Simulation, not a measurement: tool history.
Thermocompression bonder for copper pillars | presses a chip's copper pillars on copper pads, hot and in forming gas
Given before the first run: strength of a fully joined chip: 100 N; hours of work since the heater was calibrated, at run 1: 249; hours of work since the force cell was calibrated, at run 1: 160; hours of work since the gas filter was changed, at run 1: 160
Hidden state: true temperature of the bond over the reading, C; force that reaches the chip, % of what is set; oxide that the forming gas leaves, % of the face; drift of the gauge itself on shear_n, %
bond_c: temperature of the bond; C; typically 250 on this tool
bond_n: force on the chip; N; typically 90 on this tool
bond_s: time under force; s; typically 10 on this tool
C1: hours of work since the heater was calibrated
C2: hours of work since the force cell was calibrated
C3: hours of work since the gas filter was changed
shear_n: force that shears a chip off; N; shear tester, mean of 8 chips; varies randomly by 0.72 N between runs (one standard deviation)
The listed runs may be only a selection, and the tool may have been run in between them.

Run 1, day 0: usual settings; C1 249; C2 160; C3 160. Result: shear_n 65.4 N.
Run 2, day 1.625: usual settings but bond_n 129 N; C1 265; C2 177; C3 177. Result: shear_n 73.1 N.
Run 3, day 2.867: usual settings but bond_n 129 N; C1 278; C2 189; C3 189. Result: shear_n 72.6 N.
Run 4, day 4.342: usual settings but bond_n 129 N; C1 293; C2 205; C3 205. Result: shear_n 71.4 N.
Run 5, day 5.517: usual settings but bond_c 253 C; C1 306; C2 217; C3 217. Result: shear_n 64.8 N.
Run 6, day 6.95: usual settings but bond_c 253 C; C1 320; C2 231; C3 231. Result: shear_n 64.1 N.
Run 7, day 7.962: usual settings but bond_c 253 C; C1 331; C2 242; C3 242. Result: shear_n 65.6 N.
Run 8, day 9.292: usual settings but bond_c 253 C; C1 344; C2 255; C3 255. Result: shear_n 64.9 N.
Run 9, day 10.675: usual settings but bond_c 253 C; C1 359; C2 270; C3 270. Result: shear_n 64.7 N.

For run 10, what comes out?
Run 10, day 11.612: usual settings but bond_n 131 N; C1 368; C2 279; C3 279. Result: shear_n ?.

Run 10 gave shear_n 71.7 N.
With the hidden condition absent and the run-to-run variation left alone, this run would have shown shear_n 79.4 N.

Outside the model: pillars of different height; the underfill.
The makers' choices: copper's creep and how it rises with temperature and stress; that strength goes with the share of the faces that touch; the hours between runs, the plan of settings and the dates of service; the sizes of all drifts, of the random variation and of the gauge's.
